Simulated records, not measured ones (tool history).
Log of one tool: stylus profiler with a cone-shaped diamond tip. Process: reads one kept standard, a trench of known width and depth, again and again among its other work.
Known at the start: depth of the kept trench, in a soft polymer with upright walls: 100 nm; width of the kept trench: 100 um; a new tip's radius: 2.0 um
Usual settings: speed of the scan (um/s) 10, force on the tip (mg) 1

run	hour	speed of the scan (um/s)	force on the tip (mg)	depth of the trench (angstrom)	width of the trench's floor (um)
1	0	10	1	1002.1	98.59
2	69.1	10	1	1001.7	98.5
3	140.8	10	1	1001.7	98.52
4	193.1	10	1	1001.6	98.52
5	258.7	10	1	1000.7	98.55
6	320.9	10	1	1001.2	98.5
7	360.3	10	1	1001.3	98.54
8	403	19	1	1002	98.48
9	478.2	2	1	1001.6	98.52
10	563.4	11	1	1000.6	98.48
11	649.1	11	1	1000.6	98.48
12	736.6	7	1	1001.2	98.47
13	822.9	10	0.54	1000	98.45
14	879.1	10	0.54	998.3	98.36
15	949.7	8	1	998.9	98.34
16	1020.5	8	1	1000.1	98.42
17	1097.2	8	1	999	98.39
18	1148.1	10	1	999.4	98.36
19	1233.4	10	1	999.5	98.42
20	1286.2	10	0.48	997.9	98.32
21	1326.3	10	0.48	997.6	98.27
22	1373.4	10	0.48	997.5	98.37
23	1411.2	4	0.48	997.7	98.37
24	1477.7	30	2.18	1002.2	98.29
25	1523.4	30	2.18	1002.7	98.28
26	1599.6	29	1.39	1000.3	98.28
27	1649.2	5	1.05	998.9	98.35
28	1730.1	5	1.05	999.2	98.3

The next listed run, before its measurement:
29	1795.5	6	1	?	?

Run 29 gave depth of the trench (angstrom) 998.6, width of the trench's floor (um) 98.29.
Without the tool's hidden state the same run would have given depth of the trench (angstrom) 1004, width of the trench's floor (um) 98.7.

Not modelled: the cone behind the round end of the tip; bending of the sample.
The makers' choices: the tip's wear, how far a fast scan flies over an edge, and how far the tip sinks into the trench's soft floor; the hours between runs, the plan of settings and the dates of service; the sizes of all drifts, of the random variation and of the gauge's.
